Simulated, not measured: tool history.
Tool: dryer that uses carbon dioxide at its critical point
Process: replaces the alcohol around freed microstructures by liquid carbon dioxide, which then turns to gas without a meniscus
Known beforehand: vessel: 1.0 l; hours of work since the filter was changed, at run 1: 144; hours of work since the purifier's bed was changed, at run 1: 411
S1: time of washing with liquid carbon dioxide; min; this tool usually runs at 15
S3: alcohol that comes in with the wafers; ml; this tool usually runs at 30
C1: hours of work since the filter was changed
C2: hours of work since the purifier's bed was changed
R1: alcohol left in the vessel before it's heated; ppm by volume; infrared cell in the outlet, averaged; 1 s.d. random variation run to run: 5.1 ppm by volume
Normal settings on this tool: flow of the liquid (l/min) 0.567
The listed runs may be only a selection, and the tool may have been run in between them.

Run 1, hour 0.0: usual settings; C1 144; C2 411. Result: R1 140 ppm by volume.
Run 2, hour 36.0: usual settings; C1 159; C2 426. Result: R1 150 ppm by volume.
At hour 61.7: inlet filter changed.
Run 3, hour 71.0: usual settings but S3 28 ml; C1 4; C2 440. Result: R1 97 ppm by volume.
Run 4, hour 107.4: usual settings; C1 19; C2 454. Result: R1 112 ppm by volume.
Run 5, hour 136.9: usual settings but flow of the liquid (l/min) 0.429; C1 31; C2 466. Result: R1 296 ppm by volume.
Run 6, hour 162.7: usual settings but flow of the liquid (l/min) 0.621; C1 41; C2 477. Result: R1 93 ppm by volume.
Run 7, hour 190.7: usual settings but flow of the liquid (l/min) 0.621; C1 52; C2 488. Result: R1 96 ppm by volume.
Run 8, hour 220.7: usual settings; C1 65; C2 500. Result: R1 134 ppm by volume.
Run 9, hour 257.0: usual settings but S3 26 ml; C1 79; C2 515. Result: R1 122 ppm by volume.
Run 10, hour 274.6: usual settings but flow of the liquid (l/min) 0.379; C1 87; C2 522. Result: R1 549 ppm by volume.
Run 11, hour 315.2: usual settings but flow of the liquid (l/min) 0.379; C1 103; C2 539. Result: R1 624 ppm by volume.
Run 12, hour 333.5: usual settings but flow of the liquid (l/min) 0.379; C1 110; C2 546. Result: R1 622 ppm by volume.
Run 13, hour 353.0: usual settings but flow of the liquid (l/min) 0.754; C1 118; C2 554. Result: R1 73 ppm by volume.
Run 14, hour 370.5: usual settings but S3 105 ml; C1 125; C2 561. Result: R1 417 ppm by volume.
Run 15, hour 397.3: usual settings but S3 105 ml; C1 136; C2 572. Result: R1 430 ppm by volume.
Run 16, hour 428.0: usual settings but flow of the liquid (l/min) 0.554, S3 24 ml; C1 149; C2 585. Result: R1 165 ppm by volume.
Run 17, hour 456.3: usual settings but flow of the liquid (l/min) 0.860; C1 160; C2 596. Result: R1 72 ppm by volume.
At hour 476.3: inlet filter changed.
Run 18, hour 485.0: usual settings but S3 31 ml; C1 4; C2 607. Result: R1 123 ppm by volume.
Run 19, hour 512.7: usual settings but S3 31 ml; C1 15; C2 619. Result: R1 118 ppm by volume.
Run 20, hour 531.5: usual settings but flow of the liquid (l/min) 0.820, S3 71 ml; C1 22; C2 626. Result: R1 75 ppm by volume.
Run 21, hour 552.8: usual settings but S1 23 min, flow of the liquid (l/min) 0.661, S3 32 ml; C1 31; C2 635. Result: R1 72 ppm by volume.
Run 22, hour 573.4: usual settings but S1 23 min, flow of the liquid (l/min) 0.661, S3 32 ml; C1 39; C2 643. Result: R1 68 ppm by volume.
Run 23, hour 594.0: usual settings but flow of the liquid (l/min) 0.568, S3 35 ml; C1 48; C2 652. Result: R1 151 ppm by volume.
Run 24, hour 625.6: usual settings but flow of the liquid (l/min) 0.568, S3 35 ml; C1 61; C2 664. Result: R1 162 ppm by volume.
Run 25, hour 657.7: usual settings but flow of the liquid (l/min) 0.596; C1 74; C2 678. Result: R1 141 ppm by volume.
Run 26, hour 686.4: usual settings but S1 16 min, flow of the liquid (l/min) 0.596, S3 36 ml; C1 85; C2 689. Result: R1 126 ppm by volume.
Run 27, hour 710.5: usual settings but S1 16 min, flow of the liquid (l/min) 0.508, S3 25 ml; C1 95; C2 699. Result: R1 162 ppm by volume.
Run 28, hour 745.2: usual settings but S1 14 min, flow of the liquid (l/min) 0.596; C1 109; C2 713. Result: R1 181 ppm by volume.
Run 29, hour 780.8: usual settings but S1 16 min, flow of the liquid (l/min) 0.600, S3 66 ml; C1 124; C2 728. Result: R1 184 ppm by volume.

Across each entry between runs, compare the hidden state at the last listed run before it with the hidden state at the first listed run after it:
From run 2 to run 3: inlet filter changed (hour 61.7)
  flow that reaches the vessel past the clogged filter, %: 88.5 -> 99.3; alcohol in the recycled carbon dioxide, ppm: 50.3 -> 51.8
  measured value less the no-hidden-state value, R1: +99 -> +48 ppm by volume
From run 17 to run 18: inlet filter changed (hour 476.3)
  flow that reaches the vessel past the clogged filter, %: 86.3 -> 99.6; alcohol in the recycled carbon dioxide, ppm: 68.5 -> 69.6
  measured value less the no-hidden-state value, R1: +70 -> +66 ppm by volume

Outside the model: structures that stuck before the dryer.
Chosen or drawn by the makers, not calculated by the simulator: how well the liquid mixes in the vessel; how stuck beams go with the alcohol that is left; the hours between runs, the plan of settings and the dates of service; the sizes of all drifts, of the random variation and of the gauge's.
